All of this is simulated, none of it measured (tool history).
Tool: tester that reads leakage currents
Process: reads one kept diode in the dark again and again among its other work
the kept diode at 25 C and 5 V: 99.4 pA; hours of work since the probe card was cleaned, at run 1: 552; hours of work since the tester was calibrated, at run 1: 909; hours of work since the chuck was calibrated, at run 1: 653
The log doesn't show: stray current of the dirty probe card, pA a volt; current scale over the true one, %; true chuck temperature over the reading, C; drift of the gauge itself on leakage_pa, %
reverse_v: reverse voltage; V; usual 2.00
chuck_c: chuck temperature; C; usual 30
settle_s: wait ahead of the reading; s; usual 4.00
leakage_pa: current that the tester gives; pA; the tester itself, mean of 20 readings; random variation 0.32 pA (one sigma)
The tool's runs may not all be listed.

run   hour  reverse_v  chuck_c  settle_s  hours of work since the probe card was cleaned  hours of work since the tester was calibrated  hours of work since the chuck was calibrated  leakage_pa
  1    0.0       2.00       30      4.00                                             552                                            909                                           653      101.11
  2   18.2       2.00       30      4.59                                             563                                            920                                           664      101.40
  3   46.0       2.00       30      4.00                                             579                                            936                                           680      101.49
  4   73.3       2.00       30      1.53                                             595                                            952                                           696      101.81
  5   87.6       2.00       30      1.53                                             603                                            960                                           704      102.14
  6  109.6       2.00       30      1.53                                             616                                            973                                           717      102.46
  7  135.9       2.00       30      1.53                                             631                                            989                                           732      101.71
     140.9  -- probe card cleaned and baked
  8  162.2       2.00       30      2.65                                              12                                           1002                                           746      101.68
  9  188.3       2.00       30      2.65                                              28                                           1017                                           761      101.31
 10  203.9       1.27       51      4.00                                              37                                           1027                                           770      502.39
 11  227.1       1.27       51      4.00                                              50                                           1040                                           784      503.95
 12  247.2       1.27       51      4.00                                              62                                           1052                                           796      503.72
     260.2  -- probe card cleaned and baked, once more
 13  282.2      17.98       52      3.92                                              13                                           1070                                           814     1823.30
 14  297.8      17.98       52      3.92                                              22                                           1080                                           823     1834.75
 15  312.1      17.98       52      3.92                                              30                                           1088                                           832     1820.06
 16  333.1       1.94       39      3.92                                              43                                           1100                                           844      220.91

Hidden state or all else? Some run-to-run changes of leakage_pa, split into what the settings, what came in and random variation would give without the hidden state, and what is left for the hidden state (with any gauge scatter that isn't in both results):
Run 15 -> 16: reverse_v 17.98 -> 1.94, chuck_c 52 -> 39. leakage_pa -1599.15 pA: hidden state +58.37, all else -1657.52.
